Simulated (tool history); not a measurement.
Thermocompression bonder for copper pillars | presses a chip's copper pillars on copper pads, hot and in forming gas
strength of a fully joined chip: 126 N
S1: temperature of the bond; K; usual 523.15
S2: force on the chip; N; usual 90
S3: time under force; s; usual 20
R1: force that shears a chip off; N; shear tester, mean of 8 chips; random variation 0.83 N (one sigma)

run	day	S1	S2	S3	R1
1	0.000	523.15	90	20	58.8
2	0.417	523.15	90	20	60.4
3	0.771	523.15	90	20	59.9
4	1.229	523.15	90	20	60.4
5	1.562	523.15	90	20	58.6
6	1.892	495.15	90	20	39.0
7	2.188	495.15	90	20	37.7
8	2.688	523.15	90	20	59.8
9	3.275	523.15	133	20	79.1
10	3.788	523.15	133	20	79.4
11	4.096	523.15	133	20	79.1
12	4.400	523.15	133	22	81.8
13	4.862	523.15	133	22	81.9
14	5.188	523.15	133	22	81.1
15	5.717	523.15	133	22	81.6
16	6.171	523.15	133	22	79.8
# day 6.433: forming gas filter changed
17	6.738	523.15	90	20	61.3
18	7.088	523.15	90	20	60.6
19	7.412	523.15	90	20	58.6
20	8.000	523.15	90	12	49.9
21	8.600	509.15	90	12	39.6
22	9.100	523.15	97	20	63.4
23	9.625	493.15	72	13	24.1
24	9.892	493.15	72	13	25.4
25	10.300	498.15	72	32	37.9
26	10.867	531.15	102	51	93.7
27	11.246	531.15	102	51	92.8
28	11.525	523.15	107	20	68.1
29	11.917	523.15	107	20	66.7
30	12.346	523.15	107	20	67.6
31	12.633	523.15	90	41	73.2
32	12.908	523.15	90	41	72.9
33	13.283	501.15	64	18	27.8
34	13.900	506.15	62	20	30.7

Run 35 comes next. What will it give?
35	14.171	550.15	54	54	?

R1: 73.1 N
Without the tool's hidden state the same run would have given R1 82.6 N.

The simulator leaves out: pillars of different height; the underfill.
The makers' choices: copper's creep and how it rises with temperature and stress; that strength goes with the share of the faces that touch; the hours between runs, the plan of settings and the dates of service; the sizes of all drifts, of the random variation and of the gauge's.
